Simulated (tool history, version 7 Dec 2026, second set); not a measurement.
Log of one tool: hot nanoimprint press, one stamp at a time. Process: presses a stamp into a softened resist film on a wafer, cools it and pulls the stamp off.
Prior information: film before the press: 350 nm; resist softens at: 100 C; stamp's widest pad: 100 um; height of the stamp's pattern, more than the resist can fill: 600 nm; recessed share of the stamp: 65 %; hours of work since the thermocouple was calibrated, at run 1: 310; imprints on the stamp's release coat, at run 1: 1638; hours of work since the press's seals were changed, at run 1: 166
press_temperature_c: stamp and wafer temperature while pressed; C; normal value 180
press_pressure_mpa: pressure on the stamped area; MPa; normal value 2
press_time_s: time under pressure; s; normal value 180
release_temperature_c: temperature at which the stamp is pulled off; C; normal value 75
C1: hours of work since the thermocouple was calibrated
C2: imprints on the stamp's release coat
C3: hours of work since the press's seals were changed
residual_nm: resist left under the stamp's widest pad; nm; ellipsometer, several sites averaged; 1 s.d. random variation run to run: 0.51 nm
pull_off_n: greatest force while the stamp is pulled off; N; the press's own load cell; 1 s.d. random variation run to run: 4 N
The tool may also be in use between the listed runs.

Run 1, day 0: usual settings; C1 310; C2 1638; C3 166. Result: residual_nm 139.7 nm, pull_off_n 200 N.
Run 2, day 0.483: usual settings; C1 319; C2 1668; C3 174. Result: residual_nm 140.8 nm, pull_off_n 192 N.
Run 3, day 0.95: usual settings; C1 327; C2 1697; C3 183. Result: residual_nm 140.4 nm, pull_off_n 204 N.
Run 4, day 1.617: usual settings; C1 339; C2 1738; C3 194. Result: residual_nm 140.1 nm, pull_off_n 198 N.
Run 5, day 1.962: usual settings but press_pressure_mpa 3.11 MPa; C1 345; C2 1759; C3 200. Result: residual_nm 110.2 nm, pull_off_n 195 N.
Run 6, day 2.621: usual settings but press_pressure_mpa 3.11 MPa; C1 357; C2 1800; C3 212. Result: residual_nm 110 nm, pull_off_n 204 N.
Run 7, day 3.2: usual settings but press_pressure_mpa 3.11 MPa; C1 367; C2 1836; C3 222. Result: residual_nm 109.3 nm, pull_off_n 194 N.
Run 8, day 4.008: usual settings but press_pressure_mpa 3.11 MPa; C1 381; C2 1886; C3 237. Result: residual_nm 109.4 nm, pull_off_n 202 N.
Run 9, day 4.675: usual settings but press_pressure_mpa 3.11 MPa; C1 393; C2 1928; C3 248. Result: residual_nm 109 nm, pull_off_n 198 N.
Run 10, day 5.471: usual settings but press_pressure_mpa 3.11 MPa; C1 407; C2 1977; C3 263. Result: residual_nm 109.9 nm, pull_off_n 201 N.
At day 6.029: plate thermocouple calibrated.
Run 11, day 6.342: usual settings but press_time_s 194 s; C1 6; C2 2023; C3 276. Result: residual_nm 137 nm, pull_off_n 193 N.
Run 12, day 6.692: usual settings; C1 12; C2 2045; C3 282. Result: residual_nm 141 nm, pull_off_n 197 N.
Run 13, day 7.221: usual settings; C1 21; C2 2078; C3 291. Result: residual_nm 141.1 nm, pull_off_n 196 N.
Run 14, day 7.725: usual settings but press_time_s 142 s; C1 30; C2 2109; C3 300. Result: residual_nm 153 nm, pull_off_n 193 N.
Run 15, day 8.379: usual settings but press_pressure_mpa 2.48 MPa, press_time_s 236 s; C1 42; C2 2150; C3 312. Result: residual_nm 113.4 nm, pull_off_n 204 N.
Run 16, day 8.758: usual settings but press_temperature_c 178 C, press_pressure_mpa 1.99 MPa, press_time_s 172 s, release_temperature_c 67 C; C1 48; C2 2173; C3 319. Result: residual_nm 153.9 nm, pull_off_n 227 N.
Run 17, day 9.317: usual settings but press_temperature_c 185 C, press_time_s 239 s; C1 58; C2 2208; C3 328. Result: residual_nm 112.8 nm, pull_off_n 195 N.
Run 18, day 9.929: usual settings but press_temperature_c 185 C, press_time_s 239 s; C1 69; C2 2246; C3 339. Result: residual_nm 110.7 nm, pull_off_n 192 N.
Run 19, day 10.638: usual settings but press_temperature_c 185 C, press_pressure_mpa 3.02 MPa, press_time_s 239 s, release_temperature_c 77 C; C1 82; C2 2289; C3 352. Result: residual_nm 87 nm, pull_off_n 186 N.
At day 11.538: stamp cleaned and given a new release coat.
Run 20, day 11.729: usual settings but press_temperature_c 184 C, press_pressure_mpa 2.5 MPa, press_time_s 100 s, release_temperature_c 80 C; C1 96; C2 12; C3 367. Result: residual_nm 138.7 nm, pull_off_n 183 N.
Run 21, day 12.442: usual settings but press_temperature_c 169 C; C1 109; C2 56; C3 379. Result: residual_nm 194.7 nm, pull_off_n 198 N.
Run 22, day 13.021: usual settings but press_temperature_c 169 C; C1 119; C2 92; C3 390. Result: residual_nm 194.4 nm, pull_off_n 192 N.
Run 23, day 13.721: usual settings but press_pressure_mpa 1.78 MPa, press_time_s 142 s, release_temperature_c 60 C; C1 132; C2 135; C3 402. Result: residual_nm 163.4 nm, pull_off_n 247 N.
Run 24, day 14.117: usual settings but press_pressure_mpa 1.78 MPa, press_time_s 142 s, release_temperature_c 60 C; C1 139; C2 160; C3 409. Result: residual_nm 164.3 nm, pull_off_n 239 N.
Run 25, day 14.662: usual settings but press_time_s 322 s; C1 148; C2 194; C3 419. Result: residual_nm 115.5 nm, pull_off_n 199 N.
Run 26, day 15.042: usual settings but press_pressure_mpa 1.76 MPa, press_time_s 322 s, release_temperature_c 76 C; C1 155; C2 217; C3 425. Result: residual_nm 124.2 nm, pull_off_n 188 N.
Run 27, day 15.496: usual settings but press_pressure_mpa 1.76 MPa, press_time_s 322 s, release_temperature_c 76 C; C1 163; C2 245; C3 433. Result: residual_nm 124.4 nm, pull_off_n 187 N.
Run 28, day 16.212: usual settings but press_pressure_mpa 1.76 MPa, press_time_s 322 s, release_temperature_c 64 C; C1 176; C2 290; C3 446. Result: residual_nm 125.2 nm, pull_off_n 229 N.

Forecast each of these 5 alternatives for the next run:
Run A, day 16.679: usual settings but press_pressure_mpa 3.03 MPa, press_time_s 244 s, release_temperature_c 79 C; C1 184; C2 319; C3 454. Result: residual_nm ?, pull_off_n ?.
Run B, day 16.679: usual settings but press_temperature_c 188 C, press_pressure_mpa 1.78 MPa; C1 184; C2 319; C3 454. Result: residual_nm ?, pull_off_n ?.
Run C, day 16.679: usual settings but press_temperature_c 177 C, press_pressure_mpa 1.43 MPa, press_time_s 322 s, release_temperature_c 64 C; C1 184; C2 319; C3 454. Result: residual_nm ?, pull_off_n ?.
Run D, day 16.679: usual settings but press_pressure_mpa 1.55 MPa, press_time_s 322 s, release_temperature_c 64 C; C1 184; C2 319; C3 454. Result: residual_nm ?, pull_off_n ?.
Run E, day 16.679: usual settings but press_pressure_mpa 1.82 MPa, press_time_s 213 s; C1 184; C2 319; C3 454. Result: residual_nm ?, pull_off_n ?.

run  residual_nm  pull_off_n
  A        100.7         175
  B        122.7         194
  C          153         235
  D        134.4         242
  E        142.1         196
The same runs, with their run-to-run variation unchanged, on a tool lacking any hidden condition would have given:
run  residual_nm  pull_off_n
  A         98.6         175
  B        120.2         193
  C        149.9         234
  D        131.7         242
  E        139.3         195
